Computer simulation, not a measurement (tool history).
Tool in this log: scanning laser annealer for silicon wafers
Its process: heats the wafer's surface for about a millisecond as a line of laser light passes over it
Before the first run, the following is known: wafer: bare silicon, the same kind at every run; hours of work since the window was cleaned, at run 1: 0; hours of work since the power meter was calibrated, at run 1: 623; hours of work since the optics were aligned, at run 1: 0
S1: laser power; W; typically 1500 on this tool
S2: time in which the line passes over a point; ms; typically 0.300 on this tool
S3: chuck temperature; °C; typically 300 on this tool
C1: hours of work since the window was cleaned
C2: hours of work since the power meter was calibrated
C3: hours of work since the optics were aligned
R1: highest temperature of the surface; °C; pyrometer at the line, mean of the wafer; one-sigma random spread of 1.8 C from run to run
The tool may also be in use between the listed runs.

run	day	S1	S2	S3	C1	C2	C3	R1
1	0.000	1500	0.300	300	0	623	0	1075
2	1.317	1500	0.300	300	17	639	17	1075
3	2.442	1500	0.300	300	31	654	31	1074
4	3.696	1500	0.311	300	47	669	47	1083
5	4.642	1500	0.311	300	59	681	59	1090
6	6.242	1500	0.311	300	79	702	79	1086
7	7.229	1500	0.311	300	91	714	91	1083
8	9.029	1500	0.311	300	114	737	114	1076
9	10.458	1500	0.300	306	132	755	132	1069
10	11.225	1500	0.300	306	142	764	142	1070
11	12.246	1324	0.300	300	155	777	155	951
12	13.571	1324	0.300	300	171	794	171	952
13	15.179	1324	0.300	300	192	814	192	948
14	16.921	1297	0.300	300	214	836	214	928
15	18.417	1297	0.300	300	232	855	232	929
16	19.442	1297	0.300	300	245	868	245	929
17	20.621	1464	0.300	300	260	883	260	1027
18	21.621	1500	0.300	300	273	896	273	1044
19	23.033	1500	0.300	325	291	913	291	1065
20	24.296	1500	0.300	270	307	929	307	1010
21	25.958	1500	0.300	300	328	950	328	1038
22	26.883	1354	0.346	316	339	962	339	1024
23	28.367	1500	0.219	276	358	981	358	890
24	29.892	1562	0.214	276	377	1000	377	910
25	31.692	1500	0.211	300	400	1023	400	898
26	33.354	1498	0.300	340	421	1044	421	1068
# day 34.362: window over the wafer cleaned
27	35.150	1571	0.300	315	10	1065	443	1134
28	36.862	1513	0.300	334	32	1087	464	1114
# day 37.171: optics aligned, line set to its width
29	38.879	1526	0.300	338	54	1110	22	1123
30	39.838	1363	0.298	266	67	1122	34	945
31	40.633	1345	0.354	271	77	1132	44	1011
# day 40.992: optics aligned, line set to its width, once more
32	41.746	1525	0.300	293	88	1143	10	1078
33	42.821	1615	0.338	270	101	1157	23	1169
34	43.596	1615	0.338	270	111	1167	33	1168
35	45.371	1600	0.338	270	134	1189	55	1153
36	46.338	1600	0.338	270	146	1201	67	1154
37	47.271	1324	0.338	270	158	1213	79	969
38	48.108	1324	0.338	270	168	1224	90	968
39	49.517	1627	0.313	321	186	1241	108	1175
40	50.492	1307	0.342	335	198	1254	120	1025
41	51.933	1307	0.342	335	216	1272	138	1021

3 ways to go on from here, each from the tool as it stands after run 41. What would each give?
A	53.429	1417	0.225	300	235	1291	157	?
B	53.429	1551	0.371	268	235	1291	157	?
C	53.429	1307	0.342	315	235	1291	157	?

run	R1
A	898
B	1157
C	1001
Without the tool's hidden state the same runs would have given:
run	R1
A	923
B	1193
C	1029

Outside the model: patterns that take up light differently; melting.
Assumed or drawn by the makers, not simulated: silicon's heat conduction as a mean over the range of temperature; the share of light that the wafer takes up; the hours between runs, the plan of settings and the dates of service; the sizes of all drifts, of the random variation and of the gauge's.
